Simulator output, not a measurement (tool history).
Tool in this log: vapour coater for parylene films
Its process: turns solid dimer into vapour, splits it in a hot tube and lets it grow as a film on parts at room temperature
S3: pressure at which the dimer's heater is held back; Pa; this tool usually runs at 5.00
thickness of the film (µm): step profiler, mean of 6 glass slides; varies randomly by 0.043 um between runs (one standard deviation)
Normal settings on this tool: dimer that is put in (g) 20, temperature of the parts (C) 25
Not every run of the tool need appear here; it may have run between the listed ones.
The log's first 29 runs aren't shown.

run 30 day=52.788 | dimer_that_is_put_in_(g)=29 temperature_of_the_parts_(C)=32 S3=5.52 | thickness_of_the_film_(µm)=5.97
-- day=54.896 trap's valve overhauled
run 31 day=54.912 | dimer_that_is_put_in_(g)=29 temperature_of_the_parts_(C)=32 S3=5.52 | thickness_of_the_film_(µm)=6.27
run 32 day=55.992 | dimer_that_is_put_in_(g)=14 temperature_of_the_parts_(C)=26 S3=3.70 | thickness_of_the_film_(µm)=3.66
run 33 day=58.396 | dimer_that_is_put_in_(g)=35 temperature_of_the_parts_(C)=26 S3=6.61 | thickness_of_the_film_(µm)=8.77
run 34 day=60.988 | dimer_that_is_put_in_(g)=35 temperature_of_the_parts_(C)=26 S3=6.61 | thickness_of_the_film_(µm)=8.73
run 35 day=62.304 | dimer_that_is_put_in_(g)=19 temperature_of_the_parts_(C)=19 S3=3.53 | thickness_of_the_film_(µm)=5.99
run 36 day=64.742 | dimer_that_is_put_in_(g)=19 temperature_of_the_parts_(C)=19 S3=3.53 | thickness_of_the_film_(µm)=5.99
run 37 day=66.625 | dimer_that_is_put_in_(g)=12 temperature_of_the_parts_(C)=23 S3=10.37 | thickness_of_the_film_(µm)=3.10
run 38 day=68.975 | dimer_that_is_put_in_(g)=9 temperature_of_the_parts_(C)=25 S3=8.15 | thickness_of_the_film_(µm)=2.22
run 39 day=70.992 | dimer_that_is_put_in_(g)=20 temperature_of_the_parts_(C)=27 S3=2.55 | thickness_of_the_film_(µm)=5.14
run 40 day=72.862 | dimer_that_is_put_in_(g)=20 temperature_of_the_parts_(C)=27 S3=2.55 | thickness_of_the_film_(µm)=5.18
run 41 day=75.383 | dimer_that_is_put_in_(g)=20 temperature_of_the_parts_(C)=27 S3=2.55 | thickness_of_the_film_(µm)=5.12
run 42 day=77.292 | dimer_that_is_put_in_(g)=20 temperature_of_the_parts_(C)=27 S3=2.55 | thickness_of_the_film_(µm)=5.15
run 43 day=79.325 | dimer_that_is_put_in_(g)=9 temperature_of_the_parts_(C)=28 S3=2.55 | thickness_of_the_film_(µm)=2.26
run 44 day=80.508 | dimer_that_is_put_in_(g)=20 temperature_of_the_parts_(C)=19 S3=2.17 | thickness_of_the_film_(µm)=6.43
-- day=82.167 trap's valve overhauled
run 45 day=83.092 | dimer_that_is_put_in_(g)=32 temperature_of_the_parts_(C)=25 S3=5.00 | thickness_of_the_film_(µm)=8.36
run 46 day=85.696 | dimer_that_is_put_in_(g)=14 temperature_of_the_parts_(C)=25 S3=5.12 | thickness_of_the_film_(µm)=3.71

Below are 3 alternative next runs, each starting from the tool's condition after run 46. Predict each:
run A day=86.812 | dimer_that_is_put_in_(g)=28 temperature_of_the_parts_(C)=22 S3=5.37 | thickness_of_the_film_(µm)=?
run B day=86.812 | dimer_that_is_put_in_(g)=14 temperature_of_the_parts_(C)=25 S3=2.99 | thickness_of_the_film_(µm)=?
run C day=86.812 | dimer_that_is_put_in_(g)=16 temperature_of_the_parts_(C)=25 S3=5.00 | thickness_of_the_film_(µm)=?

run=A thickness_of_the_film_(µm)=7.96
run=B thickness_of_the_film_(µm)=3.78
run=C thickness_of_the_film_(µm)=4.22
The same runs, with their run-to-run variation unchanged, on a tool lacking any hidden condition would have given:
run=A thickness_of_the_film_(µm)=8.16
run=B thickness_of_the_film_(µm)=3.87
run=C thickness_of_the_film_(µm)=4.33
